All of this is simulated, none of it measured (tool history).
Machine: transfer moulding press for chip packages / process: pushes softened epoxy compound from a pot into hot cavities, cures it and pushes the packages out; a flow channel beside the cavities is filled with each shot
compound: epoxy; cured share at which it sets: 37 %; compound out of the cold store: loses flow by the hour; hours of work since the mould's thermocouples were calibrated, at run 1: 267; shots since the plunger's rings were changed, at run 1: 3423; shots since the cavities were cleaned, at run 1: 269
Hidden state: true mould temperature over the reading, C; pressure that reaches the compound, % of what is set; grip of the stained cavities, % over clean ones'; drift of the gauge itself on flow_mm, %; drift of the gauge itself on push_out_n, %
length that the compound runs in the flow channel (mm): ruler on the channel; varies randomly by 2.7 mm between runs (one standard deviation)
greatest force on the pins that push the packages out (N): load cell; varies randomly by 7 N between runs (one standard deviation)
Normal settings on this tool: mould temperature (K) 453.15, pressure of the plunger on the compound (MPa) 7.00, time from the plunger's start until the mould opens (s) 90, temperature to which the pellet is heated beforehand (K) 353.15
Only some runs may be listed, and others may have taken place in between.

run     day  mould temperature (K)  pressure of the plunger on the compound (MPa)  time from the plunger's start until the mould opens (s)  temperature to which the pellet is heated beforehand (K)  hours of work since the mould's thermocouples were calibrated  shots since the plunger's rings were changed  shots since the cavities were cleaned  incoming compound's hours out of the cold store  length that the compound runs in the flow channel (mm)  greatest force on the pins that push the packages out (N)
  1   0.000                 453.15                                           7.00                                                       90                                                    353.15                                                            267                                          3423                                    269                                             32.7                                                     668                                                        444
  2   0.346                 453.15                                           7.00                                                       90                                                    353.15                                                            273                                          3531                                    377                                             39.9                                                     643                                                        465
  3   0.817                 453.15                                           7.00                                                       90                                                    353.15                                                            280                                          3678                                    524                                             22.5                                                     693                                                        499
      1.071  -- cavities cleaned with cleaning compound and waxed
  4   1.267                 453.15                                           7.00                                                       90                                                    356.15                                                            286                                          3799                                     61                                             47.5                                                     627                                                        329
  5   1.783                 453.15                                           7.00                                                       90                                                    356.15                                                            293                                          3961                                    223                                             38.4                                                     646                                                        420
  6   2.279                 453.15                                           7.00                                                       90                                                    356.15                                                            301                                          4116                                    378                                             17.7                                                     703                                                        478
  7   2.758                 453.15                                           7.00                                                       90                                                    356.15                                                            308                                          4265                                    527                                             43.3                                                     631                                                        493
      3.017  -- cavities cleaned with cleaning compound and waxed
  8   3.221                 453.15                                           7.00                                                       90                                                    356.15                                                            314                                          4390                                     64                                             35.0                                                     653                                                        338
  9   3.475                 453.15                                           7.00                                                       90                                                    356.15                                                            318                                          4469                                    143                                             42.9                                                     637                                                        380
 10   3.883                 453.15                                           7.00                                                       90                                                    353.15                                                            324                                          4597                                    271                                             31.8                                                     664                                                        450
 11   4.296                 453.15                                           7.00                                                       90                                                    353.15                                                            330                                          4726                                    400                                             43.3                                                     630                                                        484
 12   4.796                 453.15                                           7.00                                                       90                                                    353.15                                                            338                                          4882                                    556                                             17.5                                                     702                                                        513
      4.925  -- cavities cleaned with cleaning compound and waxed
 13   5.200                 453.15                                           7.00                                                       90                                                    353.15                                                            343                                          4989                                     85                                             28.3                                                     669                                                        357
 14   5.712                 453.15                                           7.00                                                       90                                                    354.15                                                            351                                          5150                                    246                                              8.0                                                     726                                                        460
 15   6.196                 453.15                                           7.00                                                       90                                                    354.15                                                            358                                          5300                                    396                                             18.8                                                     694                                                        511
 16   6.692                 452.15                                           8.33                                                       90                                                    354.15                                                            366                                          5454                                    550                                             47.5                                                     676                                                        513
      6.842  -- cavities cleaned with cleaning compound and waxed
 17   7.267                 454.15                                           6.32                                                       96                                                    361.15                                                            374                                          5615                                    133                                             25.3                                                     638                                                        348
      7.371  -- mould's thermocouples calibrated
 18   7.688                 454.15                                           6.32                                                       96                                                    361.15                                                              5                                          5721                                    239                                             29.5                                                     625                                                        410
 19   8.171                 461.15                                           7.42                                                       74                                                    353.15                                                             12                                          5871                                    389                                             35.3                                                     645                                                        445
      8.471  -- plunger's sealing rings changed
 20   8.633                 453.15                                           7.42                                                       79                                                    350.15                                                             18                                            50                                    501                                             23.7                                                     733                                                        681
      8.954  -- cavities cleaned with cleaning compound and waxed
 21   9.200                 453.15                                           7.42                                                       79                                                    350.15                                                             25                                           208                                     77                                             13.1                                                     768                                                        493
 22   9.650                 460.15                                           5.77                                                      101                                                    357.15                                                             32                                           349                                    218                                             34.0                                                     602                                                        339
 23   9.942                 460.15                                           5.77                                                       81                                                    357.15                                                             36                                           440                                    309                                              8.5                                                     666                                                        423
     10.312  -- mould's thermocouples calibrated, once more
 24  10.379                 458.15                                           8.78                                                      108                                                    346.15                                                              1                                           550                                    419                                             20.8                                                     788                                                        380
 25  10.617                 458.15                                           8.78                                                      108                                                    346.15                                                              5                                           625                                    494                                             21.6                                                     780                                                        388
     10.979  -- cavities cleaned with cleaning compound and waxed
 26  11.083                 458.15                                           8.78                                                      108                                                    346.15                                                             11                                           751                                     33                                             32.1                                                     749                                                        259
 27  11.588                 446.15                                           6.61                                                       99                                                    353.15                                                             18                                           908                                    190                                             45.7                                                     645                                                        508
 28  11.862                 446.15                                           6.61                                                       99                                                    353.15                                                             23                                           995                                    277                                             43.2                                                     655                                                        551
 29  12.104                 453.15                                           7.00                                                       73                                                    345.15                                                             26                                          1071                                    353                                             39.1                                                     657                                                        678

Hidden condition of the tool, last listed run before each entry between runs versus first listed run after:
Run 3 -> run 4: cavities cleaned with cleaning compound and waxed (day 1.071)
  true mould temperature over the reading, C: -0.55 -> -0.56; pressure that reaches the compound, % of what is set: 94.06 -> 93.88; grip of the stained cavities, % over clean ones': 72.8 -> 16.4
  difference, measured minus the result without the unlogged condition, length that the compound runs in the flow channel (mm): -20 -> -19; greatest force on the pins that push the packages out (N): +218 -> +52
Run 7 -> run 8: cavities cleaned with cleaning compound and waxed (day 3.017)
  true mould temperature over the reading, C: -0.61 -> -0.62; pressure that reaches the compound, % of what is set: 93.16 -> 92.98; grip of the stained cavities, % over clean ones': 72.8 -> 17.5
  difference, measured minus the result without the unlogged condition, length that the compound runs in the flow channel (mm): -21 -> -23; greatest force on the pins that push the packages out (N): +214 -> +58
Run 12 -> run 13: cavities cleaned with cleaning compound and waxed (day 4.925)
  true mould temperature over the reading, C: -0.67 -> -0.68; pressure that reaches the compound, % of what is set: 92.22 -> 92.05; grip of the stained cavities, % over clean ones': 74.6 -> 21.8
  difference, measured minus the result without the unlogged condition, length that the compound runs in the flow channel (mm): -27 -> -27; greatest force on the pins that push the packages out (N): +229 -> +74
Run 16 -> run 17: cavities cleaned with cleaning compound and waxed (day 6.842)
  true mould temperature over the reading, C: -0.72 -> -0.74; pressure that reaches the compound, % of what is set: 91.35 -> 91.12; grip of the stained cavities, % over clean ones': 73.7 -> 31.5
  difference, measured minus the result without the unlogged condition, length that the compound runs in the flow channel (mm): -29 -> -28; greatest force on the pins that push the packages out (N): +227 -> +88
Run 17 -> run 18: mould's thermocouples calibrated (day 7.371)
  true mould temperature over the reading, C: -0.74 -> -1; pressure that reaches the compound, % of what is set: 91.12 -> 90.97; grip of the stained cavities, % over clean ones': 31.5 -> 49.2
  difference, measured minus the result without the unlogged condition, length that the compound runs in the flow channel (mm): -28 -> -28; greatest force on the pins that push the packages out (N): +88 -> +141
Run 19 -> run 20: plunger's sealing rings changed (day 8.471)
  true mould temperature over the reading, C: -1.02 -> -1.03; pressure that reaches the compound, % of what is set: 90.74 -> 99.75; grip of the stained cavities, % over clean ones': 64.9 -> 72.1
  difference, measured minus the result without the unlogged condition, length that the compound runs in the flow channel (mm): -30 -> +2; greatest force on the pins that push the packages out (N): +184 -> +312
Run 20 -> run 21: cavities cleaned with cleaning compound and waxed (day 8.954)
  true mould temperature over the reading, C: -1.03 -> -1.04; pressure that reaches the compound, % of what is set: 99.75 -> 99.5; grip of the stained cavities, % over clean ones': 72.1 -> 21.8
  difference, measured minus the result without the unlogged condition, length that the compound runs in the flow channel (mm): +2 -> +1; greatest force on the pins that push the packages out (N): +312 -> +118
Run 23 -> run 24: mould's thermocouples calibrated, once more (day 10.312)
  true mould temperature over the reading, C: -1.06 -> 0.03; pressure that reaches the compound, % of what is set: 99.15 -> 98.97; grip of the stained cavities, % over clean ones': 57.3 -> 66.3
  difference, measured minus the result without the unlogged condition, length that the compound runs in the flow channel (mm): +0 -> -4; greatest force on the pins that push the packages out (N): +162 -> +153
Run 25 -> run 26: cavities cleaned with cleaning compound and waxed (day 10.979)
  true mould temperature over the reading, C: 0.03 -> 0.01; pressure that reaches the compound, % of what is set: 98.87 -> 98.67; grip of the stained cavities, % over clean ones': 71 -> 10.7
  difference, measured minus the result without the unlogged condition, length that the compound runs in the flow channel (mm): -4 -> -5; greatest force on the pins that push the packages out (N): +161 -> +25
